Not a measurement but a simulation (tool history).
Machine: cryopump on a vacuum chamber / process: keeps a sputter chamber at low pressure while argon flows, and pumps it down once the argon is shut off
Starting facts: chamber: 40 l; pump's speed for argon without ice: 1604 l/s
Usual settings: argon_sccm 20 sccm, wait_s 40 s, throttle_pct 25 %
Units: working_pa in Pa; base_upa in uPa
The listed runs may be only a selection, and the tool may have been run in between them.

run    hour  argon_sccm  wait_s  throttle_pct  working_pa  base_upa
  1     0.0          20      40            25      0.0844      2.61
  2    21.3          20      40            25      0.0849      2.63
  3    40.8          20      40            25      0.0848      2.63
  4    76.6          20      40            25      0.0852      2.61
  5   108.7          20      40            25      0.0848      2.61
  6   149.5          20      40            25      0.0852      2.65
  7   183.3          20      40            25      0.0859      2.61
  8   218.4          20      40            25      0.0856      2.62
  9   245.9          20      40            25      0.0859      2.62
 10   281.2          20      40            25      0.0847      2.63
 11   305.4          20      40            28      0.0763      2.61
 12   332.8          20      40            28      0.0760      2.69
 13   366.3          20      40            28      0.0770      2.61
 14   383.9          20      40            28      0.0775      2.67
 15   415.2          20      40            28      0.0764      2.65
 16   440.6          20      40            25      0.0856      2.63
 17   463.2          20      40            25      0.0869      2.61
 18   493.0          23     287            39      0.0644      0.66
 19   530.3          10      40            45      0.0248      2.63
 20   554.5          14      40            21      0.0719      2.68
 21   572.0          20      43            24      0.0908      2.53
 22   596.2          29      23            25      0.1263      4.45
 23   635.8          14     160            19      0.0793      0.94
 24   670.6          23     237            24      0.1045      0.75
 25   693.1          20     213            25      0.0867      0.79
 26   731.5          22      44            46      0.0538      2.44
 27   771.1          22      44            46      0.0547      2.47
 28   811.0          12     215            25      0.0524      0.82
 29   844.4          12     215            25      0.0529      0.77
 30   876.9          12     215            25      0.0534      0.82
 31   902.0          12     215            25      0.0535      0.80
 32   920.5          12     215            25      0.0535      0.82
 33   956.8          12     215            25      0.0528      0.79
      991.3  -- pump warmed up, emptied and cooled again
 34  1002.2          12     215            25      0.0503      0.76

Alternative continuations, all from the tool just after run 34; predict every row:
  A  1032.0          20      34            41           ?         ?
  B  1032.0          20      40            20           ?         ?
  C  1032.0          17      61            49           ?         ?
  D  1032.0          12      31            17           ?         ?

run  working_pa  base_upa
  A      0.0522      3.12
  B      0.1055      2.65
  C      0.0367      1.86
  D      0.0746      3.33
The same runs, with their run-to-run variation unchanged, on a tool lacking any hidden condition would have given:
run  working_pa  base_upa
  A      0.0519      2.99
  B      0.1052      2.51
  C      0.0365      1.72
  D      0.0744      3.19
